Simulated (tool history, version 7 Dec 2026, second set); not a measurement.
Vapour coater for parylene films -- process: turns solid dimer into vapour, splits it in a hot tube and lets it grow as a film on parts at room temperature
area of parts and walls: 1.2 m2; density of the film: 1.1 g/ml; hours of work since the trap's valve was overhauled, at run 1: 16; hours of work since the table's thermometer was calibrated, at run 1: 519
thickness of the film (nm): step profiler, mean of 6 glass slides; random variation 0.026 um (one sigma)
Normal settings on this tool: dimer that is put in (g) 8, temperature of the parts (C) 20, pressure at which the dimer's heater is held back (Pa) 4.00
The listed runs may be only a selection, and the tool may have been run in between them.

run   hour  dimer that is put in (g)  temperature of the parts (C)  pressure at which the dimer's heater is held back (Pa)  hours of work since the trap's valve was overhauled  hours of work since the table's thermometer was calibrated  thickness of the film (nm)
  1    0.0                         8                            20                                                    4.00                                                   16                                                         519                        4240
  2    9.4                         8                            20                                                    4.00                                                   23                                                         526                        4230
  3   22.5                         8                            20                                                    4.00                                                   32                                                         536                        4260
  4   33.8                         8                            20                                                    4.00                                                   41                                                         544                        4240
  5   51.7                         9                            20                                                    4.00                                                   54                                                         558                        4750
  6   72.4                         8                            20                                                    5.98                                                   69                                                         573                        3950
  7   86.2                         3                            20                                                    4.00                                                   80                                                         583                        1560
  8   96.2                         3                            20                                                    4.00                                                   87                                                         591                        1560
  9  116.3                         4                            20                                                    4.00                                                  102                                                         606                        2070
 10  129.4                         4                            20                                                    4.00                                                  112                                                         615                        2080
 11  147.9                         4                            20                                                    4.00                                                  125                                                         629                        2070
 12  158.9                         8                            20                                                    4.00                                                  133                                                         637                        4100
 13  168.1                         8                            20                                                    4.00                                                  140                                                         644                        4140
 14  184.1                         8                            20                                                    4.00                                                  152                                                         656                        4080
 15  192.7                         8                            20                                                    4.00                                                  158                                                         662                        4050
 16  205.0                         8                            20                                                    2.17                                                  168                                                         671                        4430
 17  223.9                         8                            20                                                    2.17                                                  182                                                         685                        4400
 18  234.2                         5                            20                                                    4.00                                                  189                                                         693                        2520
 19  245.3                         5                            23                                                    4.00                                                  197                                                         701                        2200
 20  264.0                         5                            23                                                    4.00                                                  211                                                         715                        2190
 21  281.9                         4                            20                                                    4.00                                                  225                                                         728                        1960
 22  291.1                         4                            20                                                    4.00                                                  231                                                         735                        1990
 23  300.3                         4                            20                                                    4.00                                                  238                                                         742                        1980
 24  310.0                         3                            20                                                    3.63                                                  245                                                         749                        1500
 25  323.1                         3                            20                                                    3.63                                                  255                                                         759                        1500
 26  335.9                         3                            20                                                    3.63                                                  265                                                         768                        1500
 27  351.4                        14                            31                                                    2.24                                                  276                                                         780                        4630
 28  367.4                        14                            31                                                    2.24                                                  288                                                         792                        4600
 29  381.4                        14                            31                                                    2.24                                                  298                                                         802                        4560
 30  390.9                        14                            31                                                    2.24                                                  305                                                         809                        4600
 31  404.4                        12                            17                                                    2.12                                                  315                                                         819                        7280
 32  423.1                        13                            13                                                    2.12                                                  329                                                         833                        8700
 33  435.6                         5                            15                                                    2.15                                                  339                                                         842                        3260
     450.1  -- trap's valve overhauled
 34  458.7                         8                            26                                                    5.78                                                    6                                                         857                        3100
 35  473.2                         8                            26                                                    5.78                                                   17                                                         867                        3060
 36  482.3                         8                            26                                                    5.78                                                   24                                                         874                        3090
 37  491.6                         8                            20                                                    4.43                                                   31                                                         881                        4130
 38  503.4                         8                            20                                                    4.43                                                   40                                                         890                        4140
 39  517.0                        13                            20                                                    6.27                                                   50                                                         900                        6380
 40  535.7                         8                            28                                                    2.70                                                   63                                                         914                        3130
 41  551.8                         4                            14                                                    2.61                                                   75                                                         926                        2880
 42  567.4                         4                            12                                                    8.51                                                   87                                                         937                        2630

Forecast each of these 4 alternatives for the next run:
  A  576.9                         8                            23                                                   11.00                                                   94                                                         944                           ?
  B  576.9                        11                            12                                                   11.22                                                   94                                                         944                           ?
  C  576.9                         4                            21                                                    2.13                                                   94                                                         944                           ?
  D  576.9                        14                            21                                                    8.52                                                   94                                                         944                           ?

run  thickness of the film (nm)
  A                        3160
  B                        6990
  C                        2170
  D                        6230
What these runs would have given with no unlogged condition in the tool:
run  thickness of the film (nm)
  A                        3260
  B                        7190
  C                        2240
  D                        6410
